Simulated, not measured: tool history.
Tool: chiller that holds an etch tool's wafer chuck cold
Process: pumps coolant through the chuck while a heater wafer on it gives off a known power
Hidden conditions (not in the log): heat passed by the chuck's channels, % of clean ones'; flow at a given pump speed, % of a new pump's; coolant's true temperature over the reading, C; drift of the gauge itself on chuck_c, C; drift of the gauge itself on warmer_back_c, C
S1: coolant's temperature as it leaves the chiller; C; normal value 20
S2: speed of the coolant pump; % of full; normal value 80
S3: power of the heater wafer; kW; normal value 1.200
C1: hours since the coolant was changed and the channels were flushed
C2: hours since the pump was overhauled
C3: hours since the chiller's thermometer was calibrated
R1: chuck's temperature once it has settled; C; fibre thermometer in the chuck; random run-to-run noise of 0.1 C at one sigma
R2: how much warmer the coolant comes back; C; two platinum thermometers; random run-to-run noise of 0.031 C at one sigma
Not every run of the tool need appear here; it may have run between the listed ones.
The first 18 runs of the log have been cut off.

run 19 hour=2740.2 | S1=13 S2=80 S3=0.715 | C1=1953 C2=9296 C3=1537 | R1=20.5 R2=2.02
-- hour=2829.6 gauge calibrated
run 20 hour=2947.0 | S1=16 S2=76 S3=1.404 | C1=2160 C2=9503 C3=1743 | R1=31.2 R2=3.27
run 21 hour=3048.0 | S1=22 S2=98 S3=0.804 | C1=2261 C2=9604 C3=1844 | R1=29.3 R2=1.45
run 22 hour=3218.6 | S1=22 S2=98 S3=0.804 | C1=2432 C2=9775 C3=2015 | R1=29.2 R2=1.41
run 23 hour=3362.6 | S1=24 S2=66 S3=1.200 | C1=2576 C2=9919 C3=2159 | R1=38.2 R2=3.29
run 24 hour=3551.0 | S1=24 S2=66 S3=1.200 | C1=2764 C2=10107 C3=2347 | R1=38.2 R2=3.38
-- hour=3633.4 chiller's thermometer calibrated
run 25 hour=3731.9 | S1=10 S2=66 S3=1.200 | C1=2944 C2=10287 C3=99 | R1=24.2 R2=3.38
run 26 hour=3891.7 | S1=20 S2=80 S3=0.733 | C1=3104 C2=10447 C3=258 | R1=27.6 R2=1.78
run 27 hour=4091.9 | S1=15 S2=80 S3=0.761 | C1=3304 C2=10647 C3=459 | R1=22.6 R2=1.90
run 28 hour=4236.3 | S1=15 S2=89 S3=1.336 | C1=3448 C2=10792 C3=603 | R1=27.6 R2=2.79
run 29 hour=4414.2 | S1=15 S2=89 S3=0.919 | C1=3626 C2=10969 C3=781 | R1=23.6 R2=1.97
run 30 hour=4510.8 | S1=15 S2=89 S3=0.919 | C1=3723 C2=11066 C3=877 | R1=23.9 R2=2.05
run 31 hour=4685.0 | S1=15 S2=80 S3=1.468 | C1=3897 C2=11240 C3=1052 | R1=30.2 R2=3.55

Below are 5 alternative next runs, each starting from the tool's condition after run 31. Predict each:
run A hour=4883.7 | S1=20 S2=62 S3=0.814 | C1=4096 C2=11439 C3=1250 | R1=? R2=?
run B hour=4883.7 | S1=15 S2=77 S3=1.468 | C1=4096 C2=11439 C3=1250 | R1=? R2=?
run C hour=4883.7 | S1=20 S2=62 S3=1.391 | C1=4096 C2=11439 C3=1250 | R1=? R2=?
run D hour=4883.7 | S1=14 S2=80 S3=1.468 | C1=4096 C2=11439 C3=1250 | R1=? R2=?
run E hour=4883.7 | S1=20 S2=84 S3=1.073 | C1=4096 C2=11439 C3=1250 | R1=? R2=?

run=A R1=30.0 R2=2.68
run=B R1=30.5 R2=3.69
run=C R1=37.3 R2=4.38
run=D R1=29.1 R2=3.52
run=E R1=30.6 R2=2.57
Without the tool's unlogged condition, the same runs would have read:
run=A R1=30.0 R2=2.34
run=B R1=30.4 R2=3.35
run=C R1=37.2 R2=4.04
run=D R1=29.1 R2=3.18
run=E R1=30.6 R2=2.23
